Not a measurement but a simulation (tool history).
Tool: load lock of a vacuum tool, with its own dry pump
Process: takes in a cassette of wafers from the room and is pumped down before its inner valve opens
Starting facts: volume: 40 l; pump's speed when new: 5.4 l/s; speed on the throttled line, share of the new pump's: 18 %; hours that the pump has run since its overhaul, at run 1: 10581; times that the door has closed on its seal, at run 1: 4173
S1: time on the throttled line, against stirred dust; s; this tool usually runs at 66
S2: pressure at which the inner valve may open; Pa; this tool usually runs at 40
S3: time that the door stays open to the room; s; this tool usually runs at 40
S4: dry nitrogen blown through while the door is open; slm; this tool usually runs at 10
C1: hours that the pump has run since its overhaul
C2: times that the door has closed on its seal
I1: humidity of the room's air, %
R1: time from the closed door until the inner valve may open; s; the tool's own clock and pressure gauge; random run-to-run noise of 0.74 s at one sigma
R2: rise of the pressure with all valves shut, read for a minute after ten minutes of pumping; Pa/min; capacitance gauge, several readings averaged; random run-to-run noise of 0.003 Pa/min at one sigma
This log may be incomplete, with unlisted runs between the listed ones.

run 1 hour=0.0 | S1=66 S2=40 S3=40 S4=10 | C1=10581 C2=4173 | I1=47.1 | R1=117.1 R2=0.088
run 2 hour=132.4 | S1=66 S2=40 S3=40 S4=10 | C1=10713 C2=4306 | I1=45.8 | R1=116.9 R2=0.099
run 3 hour=270.1 | S1=66 S2=40 S3=40 S4=10 | C1=10851 C2=4445 | I1=45.1 | R1=116.6 R2=0.097
run 4 hour=427.3 | S1=66 S2=40 S3=40 S4=10 | C1=11008 C2=4603 | I1=44.0 | R1=117.0 R2=0.098
run 5 hour=611.1 | S1=66 S2=40 S3=40 S4=13 | C1=11192 C2=4788 | I1=45.0 | R1=118.2 R2=0.100
run 6 hour=782.7 | S1=66 S2=40 S3=40 S4=10 | C1=11364 C2=4960 | I1=42.6 | R1=118.2 R2=0.098
run 7 hour=907.6 | S1=66 S2=40 S3=40 S4=10 | C1=11489 C2=5086 | I1=43.9 | R1=117.1 R2=0.104
run 8 hour=1035.3 | S1=77 S2=40 S3=40 S4=10 | C1=11616 C2=5214 | I1=44.0 | R1=126.1 R2=0.110
run 9 hour=1193.9 | S1=77 S2=40 S3=40 S4=10 | C1=11775 C2=5374 | I1=48.9 | R1=127.0 R2=0.115
run 10 hour=1337.9 | S1=49 S2=40 S3=40 S4=10 | C1=11919 C2=5518 | I1=45.3 | R1=103.8 R2=0.113
run 11 hour=1557.0 | S1=49 S2=40 S3=40 S4=10 | C1=12138 C2=5739 | I1=45.1 | R1=104.8 R2=0.114
run 12 hour=1663.0 | S1=49 S2=40 S3=40 S4=10 | C1=12244 C2=5845 | I1=44.7 | R1=104.2 R2=0.117
run 13 hour=1871.7 | S1=49 S2=40 S3=40 S4=10 | C1=12453 C2=6055 | I1=46.3 | R1=104.6 R2=0.124
run 14 hour=2049.9 | S1=49 S2=40 S3=40 S4=10 | C1=12631 C2=6234 | I1=43.8 | R1=104.8 R2=0.132
run 15 hour=2204.5 | S1=66 S2=40 S3=40 S4=10 | C1=12786 C2=6390 | I1=43.1 | R1=117.8 R2=0.125
run 16 hour=2358.8 | S1=66 S2=40 S3=32 S4=10 | C1=12940 C2=6545 | I1=45.3 | R1=116.8 R2=0.122
run 17 hour=2538.1 | S1=66 S2=40 S3=32 S4=10 | C1=13119 C2=6725 | I1=43.1 | R1=117.0 R2=0.126
run 18 hour=2747.5 | S1=66 S2=40 S3=40 S4=10 | C1=13329 C2=6936 | I1=46.7 | R1=118.4 R2=0.148
run 19 hour=2844.3 | S1=66 S2=40 S3=40 S4=10 | C1=13425 C2=7033 | I1=44.2 | R1=117.7 R2=0.141
run 20 hour=3001.2 | S1=66 S2=40 S3=40 S4=9 | C1=13582 C2=7191 | I1=48.8 | R1=119.3 R2=0.145
run 21 hour=3096.7 | S1=66 S2=40 S3=40 S4=9 | C1=13678 C2=7287 | I1=46.4 | R1=119.5 R2=0.151
run 22 hour=3250.5 | S1=44 S2=76 S3=61 S4=13 | C1=13832 C2=7442 | I1=42.1 | R1=94.2 R2=0.151
run 23 hour=3426.6 | S1=44 S2=76 S3=61 S4=13 | C1=14008 C2=7619 | I1=42.1 | R1=96.1 R2=0.157
run 24 hour=3568.2 | S1=66 S2=35 S3=31 S4=7 | C1=14149 C2=7761 | I1=46.2 | R1=118.8 R2=0.148
run 25 hour=3751.6 | S1=103 S2=65 S3=40 S4=15 | C1=14333 C2=7946 | I1=45.7 | R1=142.9 R2=0.152
run 26 hour=3908.6 | S1=114 S2=35 S3=40 S4=14 | C1=14490 C2=8104 | I1=45.8 | R1=157.8 R2=0.155
run 27 hour=4112.0 | S1=114 S2=35 S3=40 S4=14 | C1=14693 C2=8308 | I1=46.6 | R1=157.7 R2=0.158
run 28 hour=4242.6 | S1=110 S2=40 S3=31 S4=6 | C1=14824 C2=8439 | I1=45.5 | R1=154.6 R2=0.164
run 29 hour=4381.1 | S1=66 S2=32 S3=40 S4=24 | C1=14962 C2=8579 | I1=47.9 | R1=120.2 R2=0.167
run 30 hour=4592.6 | S1=66 S2=28 S3=40 S4=25 | C1=15174 C2=8791 | I1=43.1 | R1=121.7 R2=0.161
run 31 hour=4693.4 | S1=66 S2=61 S3=92 S4=11 | C1=15274 C2=8893 | I1=46.1 | R1=116.5 R2=0.201
run 32 hour=4799.6 | S1=66 S2=31 S3=58 S4=11 | C1=15381 C2=8999 | I1=44.4 | R1=121.4 R2=0.184
run 33 hour=4888.6 | S1=123 S2=40 S3=69 S4=27 | C1=15470 C2=9089 | I1=44.2 | R1=163.6 R2=0.178
run 34 hour=5042.0 | S1=35 S2=38 S3=144 S4=10 | C1=15623 C2=9243 | I1=44.0 | R1=94.7 R2=0.218
run 35 hour=5256.2 | S1=35 S2=38 S3=144 S4=10 | C1=15837 C2=9459 | I1=45.0 | R1=94.5 R2=0.230
run 36 hour=5375.9 | S1=35 S2=38 S3=144 S4=10 | C1=15957 C2=9579 | I1=42.2 | R1=93.9 R2=0.227
run 37 hour=5565.6 | S1=35 S2=38 S3=144 S4=10 | C1=16147 C2=9770 | I1=43.2 | R1=95.3 R2=0.239

Consider 3 possible next runs. They are alternatives, not a sequence: every one starts from the tool as it was left by run 37. What does each give?
run A hour=5677.2 | S1=132 S2=49 S3=29 S4=10 | C1=16258 C2=9882 | I1=44.5 | R1=? R2=?
run B hour=5677.2 | S1=35 S2=38 S3=87 S4=10 | C1=16258 C2=9882 | I1=44.0 | R1=? R2=?
run C hour=5677.2 | S1=35 S2=38 S3=141 S4=10 | C1=16258 C2=9882 | I1=42.2 | R1=? R2=?

run=A R1=170.8 R2=0.198
run=B R1=95.5 R2=0.223
run=C R1=95.7 R2=0.241
Without the tool's unlogged condition, the same runs would have read:
run=A R1=166.2 R2=0.040
run=B R1=88.2 R2=0.064
run=C R1=88.4 R2=0.083

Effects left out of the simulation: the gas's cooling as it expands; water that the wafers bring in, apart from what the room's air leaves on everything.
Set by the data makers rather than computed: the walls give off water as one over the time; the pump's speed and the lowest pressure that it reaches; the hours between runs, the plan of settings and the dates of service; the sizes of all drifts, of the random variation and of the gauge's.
